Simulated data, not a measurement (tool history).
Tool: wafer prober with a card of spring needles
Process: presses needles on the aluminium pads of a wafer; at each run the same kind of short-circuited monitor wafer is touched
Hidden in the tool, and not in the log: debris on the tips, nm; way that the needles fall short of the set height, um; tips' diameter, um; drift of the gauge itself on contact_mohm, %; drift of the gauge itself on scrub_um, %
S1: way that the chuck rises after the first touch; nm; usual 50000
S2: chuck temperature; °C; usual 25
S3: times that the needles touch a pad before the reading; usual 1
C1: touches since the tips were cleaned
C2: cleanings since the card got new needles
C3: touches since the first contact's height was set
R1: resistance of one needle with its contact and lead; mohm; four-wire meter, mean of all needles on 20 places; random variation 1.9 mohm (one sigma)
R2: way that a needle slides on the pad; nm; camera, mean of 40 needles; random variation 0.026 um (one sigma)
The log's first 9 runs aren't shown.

At hour 371.4: tips cleaned on abrasive film.
At hour 392.8: tips cleaned on abrasive film.
Run 10, hour 396.3: usual settings; C1 1731; C2 32; C3 132095. Result: R1 207 mohm, R2 10390 nm.
At hour 411: tips cleaned on abrasive film.
Run 11, hour 422.4: usual settings but S3 2; C1 5735; C2 33; C3 145167. Result: R1 206 mohm, R2 10410 nm.
At hour 429.7: tips cleaned on abrasive film.
At hour 451: tips cleaned on abrasive film.
Run 12, hour 451: usual settings but S3 2; C1 0; C2 35; C3 159384. Result: R1 209 mohm, R2 10390 nm.
At hour 470.4: tips cleaned on abrasive film.
At hour 490.4: tips cleaned on abrasive film.
Run 13, hour 502.5: usual settings but S2 31 °C; C1 6028; C2 37; C3 185122. Result: R1 210 mohm, R2 10390 nm.
At hour 506.4: height of the first contact set anew.
At hour 510.8: tips cleaned on abrasive film.
At hour 530.6: tips cleaned on abrasive film.
At hour 548.7: tips cleaned on abrasive film.
Run 14, hour 555.4: usual settings but S2 31 °C; C1 3378; C2 40; C3 24470. Result: R1 206 mohm, R2 10370 nm.
At hour 568.1: tips cleaned on abrasive film.
At hour 586.7: tips cleaned on abrasive film.
Run 15, hour 592.3: usual settings; C1 2797; C2 42; C3 42855. Result: R1 206 mohm, R2 10300 nm.
At hour 606.8: tips cleaned on abrasive film.
At hour 628.1: tips cleaned on abrasive film.
Run 16, hour 628.8: usual settings but S3 2; C1 319; C2 44; C3 61069. Result: R1 205 mohm, R2 10270 nm.
At hour 648: tips cleaned on abrasive film.
Run 17, hour 664: usual settings but S1 39000 nm, S2 31 °C; C1 8027; C2 45; C3 78695. Result: R1 216 mohm, R2 8050 nm.

Forecast run 18:
At hour 668.5: tips cleaned on abrasive film.
At hour 687.5: tips cleaned on abrasive film.
Run 18, hour 696.1: usual settings but S2 36 °C; C1 4316; C2 47; C3 94717. Result: R1 ?, R2 ?.

{"run 18": {"R1": 206, "R2": 10320}}
Without the tool's hidden state the same run would have given R1 206 mohm, R2 10580 nm.

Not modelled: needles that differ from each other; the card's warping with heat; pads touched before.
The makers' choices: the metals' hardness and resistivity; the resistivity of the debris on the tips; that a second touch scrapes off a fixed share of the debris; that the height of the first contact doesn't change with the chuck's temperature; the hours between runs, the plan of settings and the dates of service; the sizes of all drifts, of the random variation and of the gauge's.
